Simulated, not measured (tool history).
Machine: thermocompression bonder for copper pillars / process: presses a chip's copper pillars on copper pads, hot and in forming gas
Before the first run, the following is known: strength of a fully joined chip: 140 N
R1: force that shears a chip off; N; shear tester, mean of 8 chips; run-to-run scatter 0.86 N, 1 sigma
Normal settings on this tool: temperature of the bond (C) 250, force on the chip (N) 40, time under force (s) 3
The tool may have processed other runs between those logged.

{"run": 1, "hour": 0.0, "temperature of the bond (C)": 250, "force on the chip (N)": 40, "time under force (s)": 3, "R1": 69.1}
{"run": 2, "hour": 66.2, "temperature of the bond (C)": 250, "force on the chip (N)": 40, "time under force (s)": 3, "R1": 71.6}
{"run": 3, "hour": 117.8, "temperature of the bond (C)": 250, "force on the chip (N)": 40, "time under force (s)": 3, "R1": 69.4}
{"run": 4, "hour": 172.5, "temperature of the bond (C)": 250, "force on the chip (N)": 43, "time under force (s)": 3, "R1": 74.8}
{"run": 5, "hour": 205.2, "temperature of the bond (C)": 250, "force on the chip (N)": 40, "time under force (s)": 6, "R1": 88.9}
{"run": 6, "hour": 241.3, "temperature of the bond (C)": 250, "force on the chip (N)": 40, "time under force (s)": 6, "R1": 86.9}
{"run": 7, "hour": 307.1, "temperature of the bond (C)": 279, "force on the chip (N)": 40, "time under force (s)": 3, "R1": 94.2}
{"run": 8, "hour": 360.5, "temperature of the bond (C)": 274, "force on the chip (N)": 40, "time under force (s)": 3, "R1": 89.4}
{"run": 9, "hour": 406.1, "temperature of the bond (C)": 274, "force on the chip (N)": 40, "time under force (s)": 3, "R1": 89.6}
{"run": 10, "hour": 475.2, "temperature of the bond (C)": 274, "force on the chip (N)": 40, "time under force (s)": 3, "R1": 89.3}
{"run": 11, "hour": 528.3, "temperature of the bond (C)": 274, "force on the chip (N)": 40, "time under force (s)": 3, "R1": 90.9}
{"hour": 567.0, "done": "forming gas filter changed"}
{"run": 12, "hour": 579.1, "temperature of the bond (C)": 274, "force on the chip (N)": 40, "time under force (s)": 3, "R1": 90.5}
{"run": 13, "hour": 648.3, "temperature of the bond (C)": 274, "force on the chip (N)": 40, "time under force (s)": 3, "R1": 92.7}
{"run": 14, "hour": 695.7, "temperature of the bond (C)": 250, "force on the chip (N)": 25, "time under force (s)": 3, "R1": 42.4}
{"run": 15, "hour": 748.5, "temperature of the bond (C)": 250, "force on the chip (N)": 25, "time under force (s)": 3, "R1": 42.5}
{"run": 16, "hour": 815.7, "temperature of the bond (C)": 250, "force on the chip (N)": 25, "time under force (s)": 3, "R1": 42.2}
{"hour": 869.7, "done": "heater calibrated with a thermocouple chip"}
{"run": 17, "hour": 884.2, "temperature of the bond (C)": 250, "force on the chip (N)": 40, "time under force (s)": 3, "R1": 68.4}
{"run": 18, "hour": 946.1, "temperature of the bond (C)": 250, "force on the chip (N)": 26, "time under force (s)": 3, "R1": 45.3}
{"run": 19, "hour": 1007.1, "temperature of the bond (C)": 250, "force on the chip (N)": 26, "time under force (s)": 3, "R1": 45.6}
{"hour": 1036.8, "done": "force cell calibrated"}
{"run": 20, "hour": 1071.6, "temperature of the bond (C)": 267, "force on the chip (N)": 50, "time under force (s)": 3, "R1": 101.3}
{"run": 21, "hour": 1141.2, "temperature of the bond (C)": 224, "force on the chip (N)": 40, "time under force (s)": 4, "R1": 54.1}
{"hour": 1177.2, "done": "forming gas filter changed"}
{"run": 22, "hour": 1201.5, "temperature of the bond (C)": 266, "force on the chip (N)": 39, "time under force (s)": 5, "R1": 94.8}
{"run": 23, "hour": 1252.6, "temperature of the bond (C)": 263, "force on the chip (N)": 39, "time under force (s)": 3, "R1": 80.5}
{"run": 24, "hour": 1328.3, "temperature of the bond (C)": 277, "force on the chip (N)": 39, "time under force (s)": 2, "R1": 79.9}
{"run": 25, "hour": 1375.6, "temperature of the bond (C)": 277, "force on the chip (N)": 43, "time under force (s)": 9, "R1": 120.9}
{"run": 26, "hour": 1429.8, "temperature of the bond (C)": 250, "force on the chip (N)": 57, "time under force (s)": 8, "R1": 118.3}
{"run": 27, "hour": 1477.7, "temperature of the bond (C)": 250, "force on the chip (N)": 39, "time under force (s)": 3, "R1": 67.1}
{"run": 28, "hour": 1522.0, "temperature of the bond (C)": 250, "force on the chip (N)": 38, "time under force (s)": 9, "R1": 94.9}
{"run": 29, "hour": 1598.0, "temperature of the bond (C)": 257, "force on the chip (N)": 38, "time under force (s)": 5, "R1": 86.3}
{"run": 30, "hour": 1662.0, "temperature of the bond (C)": 257, "force on the chip (N)": 38, "time under force (s)": 5, "R1": 86.0}
{"run": 31, "hour": 1723.0, "temperature of the bond (C)": 257, "force on the chip (N)": 38, "time under force (s)": 5, "R1": 83.5}
{"run": 32, "hour": 1765.3, "temperature of the bond (C)": 257, "force on the chip (N)": 38, "time under force (s)": 5, "R1": 84.8}
{"hour": 1780.1, "done": "heater calibrated with a thermocouple chip"}
{"hour": 1787.1, "done": "forming gas filter changed"}
{"run": 33, "hour": 1842.2, "temperature of the bond (C)": 247, "force on the chip (N)": 40, "time under force (s)": 9, "R1": 93.9}
{"run": 34, "hour": 1881.0, "temperature of the bond (C)": 276, "force on the chip (N)": 28, "time under force (s)": 5, "R1": 80.9}
{"run": 35, "hour": 1945.1, "temperature of the bond (C)": 269, "force on the chip (N)": 27, "time under force (s)": 2, "R1": 51.0}
{"run": 36, "hour": 2021.0, "temperature of the bond (C)": 269, "force on the chip (N)": 27, "time under force (s)": 2, "R1": 51.2}
{"run": 37, "hour": 2085.9, "temperature of the bond (C)": 229, "force on the chip (N)": 40, "time under force (s)": 5, "R1": 63.2}
{"run": 38, "hour": 2129.0, "temperature of the bond (C)": 229, "force on the chip (N)": 40, "time under force (s)": 5, "R1": 63.2}

Consider 5 possible next runs. They are alternatives, not a sequence: every one starts from the tool as it was left by run 38. What does each give?
{"run": "A", "hour": 2170.2, "temperature of the bond (C)": 266, "force on the chip (N)": 41, "time under force (s)": 5, "R1": "?"}
{"run": "B", "hour": 2170.2, "temperature of the bond (C)": 256, "force on the chip (N)": 34, "time under force (s)": 3, "R1": "?"}
{"run": "C", "hour": 2170.2, "temperature of the bond (C)": 250, "force on the chip (N)": 40, "time under force (s)": 7, "R1": "?"}
{"run": "D", "hour": 2170.2, "temperature of the bond (C)": 260, "force on the chip (N)": 40, "time under force (s)": 2, "R1": "?"}
{"run": "E", "hour": 2170.2, "temperature of the bond (C)": 231, "force on the chip (N)": 39, "time under force (s)": 3, "R1": "?"}

run=A R1=98.6
run=B R1=64.4
run=C R1=90.3
run=D R1=68.2
run=E R1=52.2
What these runs would have given with no unlogged condition in the tool:
run=A R1=98.8
run=B R1=64.5
run=C R1=90.6
run=D R1=68.4
run=E R1=52.4
